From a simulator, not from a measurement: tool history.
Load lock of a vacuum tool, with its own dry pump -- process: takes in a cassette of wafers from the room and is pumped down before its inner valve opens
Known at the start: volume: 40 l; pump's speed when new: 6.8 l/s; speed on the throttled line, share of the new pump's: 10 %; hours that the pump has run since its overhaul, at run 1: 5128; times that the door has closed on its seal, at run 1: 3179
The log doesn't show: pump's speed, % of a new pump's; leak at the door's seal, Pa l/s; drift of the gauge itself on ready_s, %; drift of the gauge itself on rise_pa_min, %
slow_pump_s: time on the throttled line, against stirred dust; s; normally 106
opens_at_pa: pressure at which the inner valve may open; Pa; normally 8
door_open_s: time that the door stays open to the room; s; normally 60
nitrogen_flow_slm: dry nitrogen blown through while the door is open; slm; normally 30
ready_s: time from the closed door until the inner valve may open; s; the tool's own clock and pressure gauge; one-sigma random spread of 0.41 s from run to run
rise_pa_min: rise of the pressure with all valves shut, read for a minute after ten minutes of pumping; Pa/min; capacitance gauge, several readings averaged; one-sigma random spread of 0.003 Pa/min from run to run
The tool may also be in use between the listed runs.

run    hour  slow_pump_s  opens_at_pa  door_open_s  nitrogen_flow_slm  hours that the pump has run since its overhaul  times that the door has closed on its seal  incoming humidity of the room's air, %  ready_s  rise_pa_min
  1       0          106            8           60                 30                                            5128                                        3179                                      46      154        0.027
  2   149.4          106            8           60                 30                                            5278                                        3341                                    43.3    153.8         0.02
  3   287.4           79            8           60                 30                                            5416                                        3490                                    45.7    129.8        0.025
  4   446.2          106            8          148                 30                                            5574                                        3661                                    46.8    153.8        0.032
  5   588.4          106            8          148                 30                                            5717                                        3815                                    46.2    154.6        0.035
  6     685           98            8           60                 30                                            5813                                        3919                                    44.6    147.4        0.023
  7   886.3           77            8           60                 30                                            6015                                        4137                                    48.7    128.4        0.024
  8  1065.2          106            8           60                 30                                            6193                                        4330                                      45    154.3        0.025
  9  1269.6          106            8           88                 30                                            6398                                        4551                                    44.4    154.3        0.027
 10  1491.7          106            8           88                 30                                            6620                                        4791                                    42.8    154.9        0.033
 11  1647.6          106            8           88                 30                                            6776                                        4960                                    43.6    155.4        0.028
 12  1848.5          106            8           88                 30                                            6977                                        5176                                    46.2    154.8        0.029
 13  1986.2          106            8           88                 30                                            7114                                        5325                                      47    155.3        0.029
 14  2127.8          128            8           88                 30                                            7256                                        5478                                    44.4    175.4        0.032
 15  2336.5          106            8          218                 30                                            7465                                        5704                                    45.1    155.8        0.042
 16  2488.2          106            8          218                 30                                            7616                                        5868                                    42.5    154.7        0.046
 17  2608.9          106            8           60                 30                                            7737                                        5998                                    40.8    154.8        0.029
 18  2816.9          106            8           60                 30                                            7945                                        6223                                    42.8    155.8         0.03
 19  2911.8           65           10          145                 15                                            8040                                        6325                                    44.4    118.2        0.048
 20  3064.8           78            8           29                 25                                            8193                                        6491                                    47.5    130.8         0.03
 21  3291.9          106            9          100                 15                                            8420                                        6736                                    44.3    154.8        0.053
 22    3469           79           11           43                 35                                            8597                                        6927                                    46.7      131        0.029
 23  3686.3          166            8           60                 28                                            8815                                        7162                                    45.5    208.9        0.041
 24  3800.7          166            8           60                 28                                            8929                                        7286                                    46.6    209.6        0.035
 25    3916          166            8           87                 28                                            9044                                        7410                                      46    209.3        0.044
 26  4137.4          166            8           87                 28                                            9266                                        7650                                      45    208.9        0.043
 27  4344.6          173            8           59                 30                                            9473                                        7874                                    44.2    216.4        0.038
 28  4573.5          173           14           39                 18                                            9702                                        8121                                    44.5    212.1        0.035
 29  4748.1           71           12           59                 15                                            9876                                        8309                                    45.1    123.7         0.05
 30  4855.7           71           12           59                 15                                            9984                                        8426                                    43.8    123.6        0.046
     4923.7  -- dry pump taken out, an overhauled one fitted
 31  5014.6          128           12           60                  6                                              91                                        8591                                    44.1    168.3        0.059
 32  5120.3          128           12           60                  6                                             197                                        8705                                    47.8    167.6        0.062
 33  5284.4          106            7           26                 30                                             361                                        8883                                    43.7    151.8        0.035

Run 34 is up next; what results do you expect?
 34  5433.7          106           15           34                 30                                             510                                        9044                                    46.3        ?            ?

{"run 34": {"ready_s": 147.6, "rise_pa_min": 0.036}}
Had the tool carried no hidden state, the very same run would have given ready_s 147.3 s, rise_pa_min 0.007 Pa/min.
